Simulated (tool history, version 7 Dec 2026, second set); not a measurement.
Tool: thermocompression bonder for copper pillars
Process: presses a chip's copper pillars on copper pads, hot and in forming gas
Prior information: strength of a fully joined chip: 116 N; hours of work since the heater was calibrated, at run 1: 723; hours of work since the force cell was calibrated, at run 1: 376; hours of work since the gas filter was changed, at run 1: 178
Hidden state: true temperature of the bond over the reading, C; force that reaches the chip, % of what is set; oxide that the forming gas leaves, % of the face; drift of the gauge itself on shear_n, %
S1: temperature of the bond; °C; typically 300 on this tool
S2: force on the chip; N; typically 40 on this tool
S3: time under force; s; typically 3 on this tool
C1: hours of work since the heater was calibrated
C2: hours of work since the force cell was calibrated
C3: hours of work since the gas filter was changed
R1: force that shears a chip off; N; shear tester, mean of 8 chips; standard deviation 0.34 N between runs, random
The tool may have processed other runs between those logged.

run   hour   S1  S2  S3   C1   C2   C3    R1
  1      0  300  40   3  723  376  178  65.4
  2     25  272  40   3  734  387  188  44.5
  3   40.1  272  40   3  740  393  194  44.5
  4   60.2  272  40   3  748  401  203  44.2
  5   84.9  300  40   3  758  412  213  65.5
  6  102.9  300  40   3  766  419  220  65.5
  7  116.1  300  40   6  771  424  226  79.4
  8  138.2  300  40   6  781  434  235  79.4
  9  159.9  291  58   7  790  443  244  94.6
 10  171.4  314  48   3  794  447  249  85.8
 11  190.4  306  53   3  802  455  257  85.1
 12  202.9  300  38   3  807  460  262  62.6
 13  218.5  329  38   2  814  467  268  75.5
 14  230.9  280  45   3  819  472  273  55.3
 15  256.1  290  40   3  829  482  284  57.7
 16  280.3  290  27   2  839  493  294  32.9

Each row is a separate what-if for the run after 16, all from the same tool condition, not one after another. Results?
     288.2  -- forming gas filter changed
  A  296.6  306  36   3  846  499   4   ?
     288.2  -- forming gas filter changed
  B  296.6  313  40   2  846  499   4   ?
     288.2  -- forming gas filter changed
  C  296.6  298  25   3  846  499   4   ?

run    R1
  A  65.6
  B  68.8
  C  41.4
Stripped of hidden state, with their random variation kept, the same runs would have yielded:
run    R1
  A  64.1
  B  67.4
  C  40.1

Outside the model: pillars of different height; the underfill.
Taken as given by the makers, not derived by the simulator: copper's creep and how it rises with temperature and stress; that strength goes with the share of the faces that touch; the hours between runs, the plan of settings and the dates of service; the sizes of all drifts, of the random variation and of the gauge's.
